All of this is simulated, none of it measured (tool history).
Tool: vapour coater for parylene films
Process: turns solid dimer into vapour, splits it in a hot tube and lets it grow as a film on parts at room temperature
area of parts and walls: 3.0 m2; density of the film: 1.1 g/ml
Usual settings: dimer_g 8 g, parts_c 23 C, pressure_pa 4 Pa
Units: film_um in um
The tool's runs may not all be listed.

{"run": 1, "hour": 0.0, "dimer_g": 8, "parts_c": 23, "pressure_pa": 4, "film_um": 1.767}
{"run": 2, "hour": 29.4, "dimer_g": 8, "parts_c": 23, "pressure_pa": 4, "film_um": 1.764}
{"run": 3, "hour": 51.6, "dimer_g": 8, "parts_c": 23, "pressure_pa": 4.76, "film_um": 1.751}
{"run": 4, "hour": 81.9, "dimer_g": 11, "parts_c": 23, "pressure_pa": 4, "film_um": 2.423}
{"run": 5, "hour": 103.0, "dimer_g": 11, "parts_c": 23, "pressure_pa": 4, "film_um": 2.425}
{"run": 6, "hour": 127.2, "dimer_g": 11, "parts_c": 23, "pressure_pa": 4, "film_um": 2.423}
{"run": 7, "hour": 145.5, "dimer_g": 11, "parts_c": 23, "pressure_pa": 4, "film_um": 2.426}
{"run": 8, "hour": 179.5, "dimer_g": 11, "parts_c": 23, "pressure_pa": 4, "film_um": 2.427}
{"run": 9, "hour": 197.3, "dimer_g": 8, "parts_c": 23, "pressure_pa": 4, "film_um": 1.753}
{"run": 10, "hour": 228.7, "dimer_g": 8, "parts_c": 23, "pressure_pa": 4, "film_um": 1.758}
{"run": 11, "hour": 247.9, "dimer_g": 8, "parts_c": 23, "pressure_pa": 4, "film_um": 1.752}
{"run": 12, "hour": 262.6, "dimer_g": 8, "parts_c": 21, "pressure_pa": 4, "film_um": 1.837}
{"run": 13, "hour": 290.8, "dimer_g": 11, "parts_c": 23, "pressure_pa": 4, "film_um": 2.418}
{"run": 14, "hour": 314.8, "dimer_g": 11, "parts_c": 23, "pressure_pa": 4, "film_um": 2.416}
{"run": 15, "hour": 332.1, "dimer_g": 11, "parts_c": 23, "pressure_pa": 4, "film_um": 2.405}
{"run": 16, "hour": 358.1, "dimer_g": 11, "parts_c": 16, "pressure_pa": 4, "film_um": 2.833}
{"run": 17, "hour": 384.3, "dimer_g": 11, "parts_c": 16, "pressure_pa": 4, "film_um": 2.828}
{"run": 18, "hour": 405.8, "dimer_g": 11, "parts_c": 16, "pressure_pa": 4, "film_um": 2.823}
{"run": 19, "hour": 433.9, "dimer_g": 9, "parts_c": 16, "pressure_pa": 4, "film_um": 2.3}
{"run": 20, "hour": 462.4, "dimer_g": 9, "parts_c": 16, "pressure_pa": 4, "film_um": 2.31}
{"run": 21, "hour": 489.2, "dimer_g": 7, "parts_c": 16, "pressure_pa": 4, "film_um": 1.793}
{"run": 22, "hour": 505.1, "dimer_g": 7, "parts_c": 16, "pressure_pa": 4, "film_um": 1.791}
{"run": 23, "hour": 521.3, "dimer_g": 8, "parts_c": 30, "pressure_pa": 4, "film_um": 1.507}
{"run": 24, "hour": 546.0, "dimer_g": 8, "parts_c": 30, "pressure_pa": 4, "film_um": 1.506}
{"run": 25, "hour": 571.4, "dimer_g": 8, "parts_c": 32, "pressure_pa": 3.52, "film_um": 1.447}
{"run": 26, "hour": 596.2, "dimer_g": 8, "parts_c": 23, "pressure_pa": 4.36, "film_um": 1.738}
{"run": 27, "hour": 623.1, "dimer_g": 8, "parts_c": 29, "pressure_pa": 6.44, "film_um": 1.486}
{"run": 28, "hour": 651.8, "dimer_g": 12, "parts_c": 32, "pressure_pa": 4, "film_um": 2.143}
{"run": 29, "hour": 685.5, "dimer_g": 3, "parts_c": 32, "pressure_pa": 2.24, "film_um": 0.554}
{"run": 30, "hour": 720.4, "dimer_g": 7, "parts_c": 23, "pressure_pa": 5.13, "film_um": 1.509}
{"run": 31, "hour": 739.0, "dimer_g": 7, "parts_c": 23, "pressure_pa": 5.13, "film_um": 1.508}
{"run": 32, "hour": 759.5, "dimer_g": 7, "parts_c": 23, "pressure_pa": 5.13, "film_um": 1.499}
{"run": 33, "hour": 785.2, "dimer_g": 7, "parts_c": 16, "pressure_pa": 9.46, "film_um": 1.686}
{"hour": 796.4, "done": "trap's valve overhauled"}
{"run": 34, "hour": 820.8, "dimer_g": 9, "parts_c": 23, "pressure_pa": 4, "film_um": 1.97}
{"run": 35, "hour": 848.4, "dimer_g": 11, "parts_c": 17, "pressure_pa": 3.16, "film_um": 2.779}
{"run": 36, "hour": 883.5, "dimer_g": 10, "parts_c": 28, "pressure_pa": 4.34, "film_um": 1.938}
{"run": 37, "hour": 904.8, "dimer_g": 10, "parts_c": 28, "pressure_pa": 4.34, "film_um": 1.942}
{"run": 38, "hour": 932.5, "dimer_g": 7, "parts_c": 20, "pressure_pa": 2.31, "film_um": 1.68}
{"run": 39, "hour": 962.0, "dimer_g": 7, "parts_c": 20, "pressure_pa": 2.31, "film_um": 1.686}
{"run": 40, "hour": 982.3, "dimer_g": 9, "parts_c": 32, "pressure_pa": 2.95, "film_um": 1.643}
{"run": 41, "hour": 1017.9, "dimer_g": 9, "parts_c": 32, "pressure_pa": 9.92, "film_um": 1.511}
{"run": 42, "hour": 1044.3, "dimer_g": 6, "parts_c": 16, "pressure_pa": 8.09, "film_um": 1.467}
{"hour": 1077.5, "done": "gauge calibrated"}
{"run": 43, "hour": 1079.8, "dimer_g": 4, "parts_c": 15, "pressure_pa": 2.29, "film_um": 1.089}
{"run": 44, "hour": 1099.2, "dimer_g": 8, "parts_c": 23, "pressure_pa": 11.87, "film_um": 1.651}
{"run": 45, "hour": 1132.0, "dimer_g": 8, "parts_c": 23, "pressure_pa": 11.87, "film_um": 1.651}
{"run": 46, "hour": 1155.0, "dimer_g": 8, "parts_c": 24, "pressure_pa": 11.87, "film_um": 1.618}
{"run": 47, "hour": 1188.8, "dimer_g": 11, "parts_c": 19, "pressure_pa": 2.04, "film_um": 2.768}
{"run": 48, "hour": 1220.3, "dimer_g": 11, "parts_c": 19, "pressure_pa": 2.04, "film_um": 2.756}

3 ways to go on from here, each from the tool as it stands after run 48. What would each give?
{"run": "A", "hour": 1240.8, "dimer_g": 11, "parts_c": 28, "pressure_pa": 3.28, "film_um": "?"}
{"run": "B", "hour": 1240.8, "dimer_g": 11, "parts_c": 20, "pressure_pa": 2.76, "film_um": "?"}
{"run": "C", "hour": 1240.8, "dimer_g": 8, "parts_c": 17, "pressure_pa": 4, "film_um": "?"}

run=A film_um=2.193
run=B film_um=2.644
run=C film_um=2.011
Without the tool's hidden state the same runs would have given:
run=A film_um=2.2
run=B film_um=2.651
run=C film_um=2.016
